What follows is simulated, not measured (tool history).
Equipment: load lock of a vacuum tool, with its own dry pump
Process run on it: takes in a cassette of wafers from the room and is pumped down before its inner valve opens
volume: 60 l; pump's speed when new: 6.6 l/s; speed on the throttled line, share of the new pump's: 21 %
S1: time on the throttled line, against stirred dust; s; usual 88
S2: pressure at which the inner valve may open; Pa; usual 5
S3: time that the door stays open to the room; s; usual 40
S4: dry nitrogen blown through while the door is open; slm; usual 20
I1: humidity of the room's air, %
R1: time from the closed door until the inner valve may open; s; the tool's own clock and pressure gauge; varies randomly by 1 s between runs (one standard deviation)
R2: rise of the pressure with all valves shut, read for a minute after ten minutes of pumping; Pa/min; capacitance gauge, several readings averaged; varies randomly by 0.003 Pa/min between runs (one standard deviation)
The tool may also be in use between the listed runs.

Run 1, hour 0.0: usual settings; I1 46.8. Result: R1 160.8 s, R2 0.142 Pa/min.
Run 2, hour 231.7: usual settings; I1 44.2. Result: R1 159.6 s, R2 0.152 Pa/min.
Run 3, hour 484.9: usual settings but S4 5 slm; I1 47.1. Result: R1 162.1 s, R2 0.172 Pa/min.
Run 4, hour 718.9: usual settings; I1 47.1. Result: R1 160.3 s, R2 0.162 Pa/min.
Run 5, hour 921.1: usual settings; I1 45.3. Result: R1 161.7 s, R2 0.174 Pa/min.
Run 6, hour 1115.7: usual settings; I1 46.5. Result: R1 160.7 s, R2 0.181 Pa/min.
Run 7, hour 1232.0: usual settings; I1 45.7. Result: R1 162.9 s, R2 0.185 Pa/min.
Run 8, hour 1356.3: usual settings but S3 30 s; I1 43.8. Result: R1 162.8 s, R2 0.180 Pa/min.
Run 9, hour 1566.9: usual settings but S3 111 s; I1 46.7. Result: R1 162.7 s, R2 0.205 Pa/min.
Run 10, hour 1811.2: usual settings; I1 43.3. Result: R1 162.2 s, R2 0.202 Pa/min.
Run 11, hour 1926.4: usual settings but S1 55 s; I1 47.8. Result: R1 134.9 s, R2 0.208 Pa/min.
Run 12, hour 2038.5: usual settings but S1 55 s; I1 45.7. Result: R1 136.7 s, R2 0.216 Pa/min.
Run 13, hour 2270.0: usual settings but S1 55 s; I1 42.7. Result: R1 136.9 s, R2 0.224 Pa/min.
Run 14, hour 2470.5: usual settings; I1 44.3. Result: R1 162.1 s, R2 0.226 Pa/min.
Run 15, hour 2710.1: usual settings; I1 48.5. Result: R1 161.8 s, R2 0.241 Pa/min.
Run 16, hour 2927.0: usual settings; I1 44.2. Result: R1 160.9 s, R2 0.244 Pa/min.
Run 17, hour 3110.8: usual settings; I1 43.7. Result: R1 161.1 s, R2 0.251 Pa/min.
Run 18, hour 3311.6: usual settings; I1 49.0. Result: R1 162.7 s, R2 0.265 Pa/min.
Run 19, hour 3560.6: usual settings; I1 43.8. Result: R1 163.0 s, R2 0.272 Pa/min.
Run 20, hour 3786.3: usual settings; I1 47.3. Result: R1 163.9 s, R2 0.282 Pa/min.
Run 21, hour 3912.0: usual settings but S1 84 s, S3 27 s; I1 45.6. Result: R1 158.6 s, R2 0.281 Pa/min.
Run 22, hour 4131.6: usual settings but S1 105 s, S2 4 Pa, S3 27 s; I1 45.7. Result: R1 180.0 s, R2 0.295 Pa/min.
Run 23, hour 4400.4: usual settings but S2 9 Pa, S4 5 slm; I1 42.2. Result: R1 157.5 s, R2 0.325 Pa/min.
Run 24, hour 4623.0: usual settings but S4 5 slm; I1 44.3. Result: R1 163.3 s, R2 0.330 Pa/min.
Run 25, hour 4739.1: usual settings but S1 157 s, S3 43 s, S4 5 slm; I1 46.0. Result: R1 216.1 s, R2 0.334 Pa/min.
Run 26, hour 4992.7: usual settings but S1 153 s, S3 144 s, S4 6 slm; I1 47.0. Result: R1 212.8 s, R2 0.364 Pa/min.
Run 27, hour 5171.3: usual settings but S2 8 Pa, S3 84 s, S4 12 slm; I1 46.7. Result: R1 159.5 s, R2 0.365 Pa/min.
Run 28, hour 5388.3: usual settings but S2 7 Pa, S4 22 slm; I1 42.9. Result: R1 160.4 s, R2 0.365 Pa/min.
Run 29, hour 5511.3: usual settings but S1 60 s, S2 7 Pa, S3 160 s, S4 16 slm; I1 42.8. Result: R1 140.4 s, R2 0.382 Pa/min.
Run 30, hour 5717.0: usual settings but S1 74 s, S2 4 Pa, S4 11 slm; I1 47.8. Result: R1 156.9 s, R2 0.386 Pa/min.
Run 31, hour 5955.6: usual settings but S1 46 s, S3 45 s, S4 23 slm; I1 44.5. Result: R1 132.9 s, R2 0.391 Pa/min.
Run 32, hour 6081.7: usual settings but S1 46 s, S3 45 s, S4 23 slm; I1 45.2. Result: R1 132.6 s, R2 0.393 Pa/min.
Run 33, hour 6248.9: usual settings but S1 59 s, S3 43 s, S4 8 slm; I1 46.2. Result: R1 141.6 s, R2 0.414 Pa/min.
Run 34, hour 6460.0: usual settings but S1 59 s, S3 43 s, S4 8 slm; I1 47.9. Result: R1 143.0 s, R2 0.420 Pa/min.
Run 35, hour 6630.2: usual settings but S1 59 s, S3 43 s, S4 8 slm; I1 43.5. Result: R1 141.8 s, R2 0.430 Pa/min.
Run 36, hour 6796.0: usual settings but S1 59 s, S3 43 s, S4 8 slm; I1 48.3. Result: R1 142.2 s, R2 0.451 Pa/min.
Run 37, hour 6938.1: usual settings but S1 163 s, S3 204 s, S4 8 slm; I1 49.7. Result: R1 223.6 s, R2 0.469 Pa/min.

What if the next run were any one of these 3? Each begins from the tool's condition after run 37:
Run A, hour 7190.2: usual settings but S1 163 s, S2 8 Pa, S3 204 s, S4 8 slm; I1 48.4. Result: R1 ?, R2 ?.
Run B, hour 7190.2: usual settings but S1 163 s, S3 197 s, S4 29 slm; I1 45.3. Result: R1 ?, R2 ?.
Run C, hour 7190.2: usual settings but S1 66 s, S3 204 s, S4 8 slm; I1 43.2. Result: R1 ?, R2 ?.

run     R1     R2
  A  219.9  0.478
  B  223.2  0.467
  C  149.4  0.482
What these runs would have given with no unlogged condition in the tool:
run     R1     R2
  A  216.5  0.060
  B  219.4  0.035
  C  144.5  0.053
